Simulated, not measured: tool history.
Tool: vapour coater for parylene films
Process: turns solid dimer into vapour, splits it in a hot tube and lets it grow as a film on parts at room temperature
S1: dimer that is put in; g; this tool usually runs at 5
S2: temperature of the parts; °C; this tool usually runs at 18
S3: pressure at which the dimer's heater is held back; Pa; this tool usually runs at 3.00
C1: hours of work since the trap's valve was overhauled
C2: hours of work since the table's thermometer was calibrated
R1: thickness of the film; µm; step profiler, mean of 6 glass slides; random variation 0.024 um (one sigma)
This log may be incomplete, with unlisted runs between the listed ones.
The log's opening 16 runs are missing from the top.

At hour 545.2: trap's valve overhauled.
Run 17, hour 563.6: usual settings but S2 12 °C; C1 12; C2 1373. Result: R1 1.86 µm.
Run 18, hour 593.4: usual settings but S1 3 g, S3 5.36 Pa; C1 30; C2 1392. Result: R1 0.83 µm.
Run 19, hour 635.1: usual settings but S1 3 g, S2 29 °C, S3 6.44 Pa; C1 56; C2 1418. Result: R1 0.61 µm.
Run 20, hour 671.4: usual settings but S1 3 g, S2 14 °C, S3 7.51 Pa; C1 79; C2 1441. Result: R1 0.85 µm.
Run 21, hour 716.6: usual settings but S1 4 g, S2 22 °C, S3 3.66 Pa; C1 107; C2 1469. Result: R1 1.09 µm.
Run 22, hour 740.2: usual settings but S1 7 g, S2 16 °C, S3 3.66 Pa; C1 122; C2 1484. Result: R1 2.18 µm.
Run 23, hour 772.2: usual settings but S1 7 g, S2 16 °C, S3 3.66 Pa; C1 142; C2 1504. Result: R1 2.18 µm.
Run 24, hour 802.1: usual settings but S1 7 g, S2 28 °C, S3 8.70 Pa; C1 161; C2 1523. Result: R1 1.37 µm.
Run 25, hour 844.5: usual settings but S1 7 g, S2 13 °C, S3 8.70 Pa; C1 188; C2 1549. Result: R1 2.00 µm.
Run 26, hour 869.1: usual settings but S1 7 g, S2 13 °C, S3 8.70 Pa; C1 203; C2 1565. Result: R1 2.00 µm.
Run 27, hour 905.6: usual settings but S1 3 g, S2 13 °C, S3 2.75 Pa; C1 226; C2 1587. Result: R1 1.04 µm.
Run 28, hour 945.7: usual settings but S1 3 g, S2 13 °C, S3 2.75 Pa; C1 251; C2 1613. Result: R1 1.04 µm.
Run 29, hour 979.5: usual settings but S2 14 °C; C1 272; C2 1634. Result: R1 1.66 µm.
Run 30, hour 999.8: usual settings but S3 2.82 Pa; C1 285; C2 1647. Result: R1 1.54 µm.
Run 31, hour 1034.6: usual settings but S1 4 g, S2 22 °C, S3 2.80 Pa; C1 307; C2 1668. Result: R1 1.12 µm.

Predict each of these 4 candidate next runs independently; none follows another, all start after run 31:
Run A, hour 1065.2: usual settings but S1 8 g; C1 326; C2 1688. Result: R1 ?.
Run B, hour 1065.2: usual settings but S1 4 g, S2 14 °C, S3 2.80 Pa; C1 326; C2 1688. Result: R1 ?.
Run C, hour 1065.2: usual settings but S1 4 g, S3 2.80 Pa; C1 326; C2 1688. Result: R1 ?.
Run D, hour 1065.2: usual settings but S1 4 g, S2 22 °C, S3 6.86 Pa; C1 326; C2 1688. Result: R1 ?.

run    R1
  A  2.36
  B  1.33
  C  1.22
  D  0.92
Without the tool's hidden state the same runs would have given:
run    R1
  A  2.50
  B  1.40
  C  1.29
  D  0.98
